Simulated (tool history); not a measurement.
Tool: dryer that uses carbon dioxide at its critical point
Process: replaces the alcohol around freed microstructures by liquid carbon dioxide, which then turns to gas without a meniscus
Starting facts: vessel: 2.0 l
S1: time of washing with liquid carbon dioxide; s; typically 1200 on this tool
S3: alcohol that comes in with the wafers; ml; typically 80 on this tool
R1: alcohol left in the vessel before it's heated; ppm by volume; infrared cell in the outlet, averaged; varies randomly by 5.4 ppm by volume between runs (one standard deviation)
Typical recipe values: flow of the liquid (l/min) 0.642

Run 1, hour 0.0: usual settings. Result: R1 207 ppm by volume.
Run 2, hour 8.9: usual settings. Result: R1 206 ppm by volume.
Run 3, hour 21.2: usual settings but S3 22 ml. Result: R1 100 ppm by volume.
Run 4, hour 29.2: usual settings but S3 22 ml. Result: R1 104 ppm by volume.
Run 5, hour 44.5: usual settings but flow of the liquid (l/min) 0.492. Result: R1 630 ppm by volume.
Run 6, hour 52.8: usual settings. Result: R1 224 ppm by volume.
Run 7, hour 67.7: usual settings. Result: R1 223 ppm by volume.
Run 8, hour 76.9: usual settings but S3 87 ml. Result: R1 253 ppm by volume.
Run 9, hour 84.3: usual settings but S3 87 ml. Result: R1 253 ppm by volume.
Run 10, hour 94.8: usual settings but S3 87 ml. Result: R1 244 ppm by volume.
Run 11, hour 107.3: usual settings but S1 1020 s, S3 87 ml. Result: R1 512 ppm by volume.
Run 12, hour 119.9: usual settings but flow of the liquid (l/min) 0.649. Result: R1 238 ppm by volume.
Run 13, hour 132.9: usual settings but flow of the liquid (l/min) 0.550. Result: R1 466 ppm by volume.
Run 14, hour 142.0: usual settings. Result: R1 269 ppm by volume.
Run 15, hour 152.3: usual settings. Result: R1 266 ppm by volume.
Run 16, hour 165.2: usual settings. Result: R1 267 ppm by volume.
Run 17, hour 179.8: usual settings. Result: R1 276 ppm by volume.
Run 18, hour 190.3: usual settings. Result: R1 287 ppm by volume.
Run 19, hour 203.0: usual settings but flow of the liquid (l/min) 0.983. Result: R1 98 ppm by volume.
Run 20, hour 210.3: usual settings but flow of the liquid (l/min) 0.983. Result: R1 96 ppm by volume.
Run 21, hour 221.2: usual settings but flow of the liquid (l/min) 0.699. Result: R1 218 ppm by volume.
Run 22, hour 230.8: usual settings but flow of the liquid (l/min) 0.699. Result: R1 222 ppm by volume.
Run 23, hour 246.8: usual settings but flow of the liquid (l/min) 0.699. Result: R1 222 ppm by volume.
Run 24, hour 255.5: usual settings but flow of the liquid (l/min) 0.699. Result: R1 233 ppm by volume.
Run 25, hour 271.2: usual settings but S1 1260 s, flow of the liquid (l/min) 0.837. Result: R1 130 ppm by volume.
At hour 281.1: inlet filter changed.
Run 26, hour 282.6: usual settings but S1 1260 s, flow of the liquid (l/min) 0.493, S3 85 ml. Result: R1 539 ppm by volume.
Run 27, hour 292.1: usual settings but S1 1860 s, flow of the liquid (l/min) 0.493, S3 85 ml. Result: R1 146 ppm by volume.
Run 28, hour 303.2: usual settings but S1 1860 s, flow of the liquid (l/min) 0.493, S3 85 ml. Result: R1 150 ppm by volume.
Run 29, hour 315.7: usual settings but S3 68 ml. Result: R1 227 ppm by volume.
Run 30, hour 325.9: usual settings but S3 92 ml. Result: R1 274 ppm by volume.
Run 31, hour 338.8: usual settings but S3 115 ml. Result: R1 317 ppm by volume.
Run 32, hour 354.1: usual settings but S1 1560 s, flow of the liquid (l/min) 0.645, S3 56 ml. Result: R1 111 ppm by volume.
Run 33, hour 364.9: usual settings but flow of the liquid (l/min) 0.589. Result: R1 353 ppm by volume.
Run 34, hour 374.5: usual settings but S1 1440 s, flow of the liquid (l/min) 1.078. Result: R1 99 ppm by volume.
Run 35, hour 391.4: usual settings but S1 1260 s, flow of the liquid (l/min) 0.765, S3 30 ml. Result: R1 111 ppm by volume.
Run 36, hour 407.6: usual settings but S1 1260 s, flow of the liquid (l/min) 0.493, S3 43 ml. Result: R1 371 ppm by volume.
Run 37, hour 424.6: usual settings but S1 1680 s, flow of the liquid (l/min) 0.689, S3 37 ml. Result: R1 112 ppm by volume.
Run 38, hour 437.9: usual settings but S1 1560 s, flow of the liquid (l/min) 0.599, S3 22 ml. Result: R1 119 ppm by volume.
Run 39, hour 447.0: usual settings but flow of the liquid (l/min) 0.896. Result: R1 132 ppm by volume.
Run 40, hour 460.5: usual settings but S1 1620 s, flow of the liquid (l/min) 0.855, S3 88 ml. Result: R1 113 ppm by volume.
Run 41, hour 475.8: usual settings but S1 1440 s, flow of the liquid (l/min) 0.404. Result: R1 830 ppm by volume.

Each row is a separate what-if for the run after 41, all from the same tool condition, not one after another. Results?
Run A, hour 488.8: usual settings but S1 1680 s. Result: R1 ?.
Run B, hour 488.8: usual settings but S1 960 s, flow of the liquid (l/min) 0.582, S3 39 ml. Result: R1 ?.
Run C, hour 488.8: usual settings but S1 1440 s, flow of the liquid (l/min) 0.404, S3 23 ml. Result: R1 ?.
Run D, hour 488.8: usual settings but S1 1020 s, flow of the liquid (l/min) 0.430, S3 20 ml. Result: R1 ?.

run   R1
  A  128
  B  539
  C  309
  D  597
Without the tool's hidden state the same runs would have given:
run   R1
  A   13
  B  323
  C  151
  D  389
